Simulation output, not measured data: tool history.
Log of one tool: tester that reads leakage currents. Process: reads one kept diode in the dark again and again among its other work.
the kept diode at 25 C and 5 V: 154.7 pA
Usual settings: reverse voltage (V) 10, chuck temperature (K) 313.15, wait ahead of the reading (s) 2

run	hour	reverse voltage (V)	chuck temperature (K)	wait ahead of the reading (s)	current that the tester gives (pA)
1	0	10	313.15	2	806.68
2	47.3	10	313.15	2	805.78
3	94.1	10	313.15	9	802.32
4	117.6	10	313.15	9	805.82
5	160	10	313.15	9	798.09
6	200.3	12.6	313.15	9	879.74
# hour 220.2: chuck's temperature calibrated
7	226.9	12.6	313.15	9	881.53
8	265.9	7.5	313.15	0.7	718.2
9	287.2	9.9	297.15	0.72	188.12

Run 10 comes next. What will it give?
10	311.5	11.4	294.15	1.79	?

Run 10 gave current that the tester gives (pA) 146.74.
Without the tool's hidden state the same run would have given current that the tester gives (pA) 146.6.
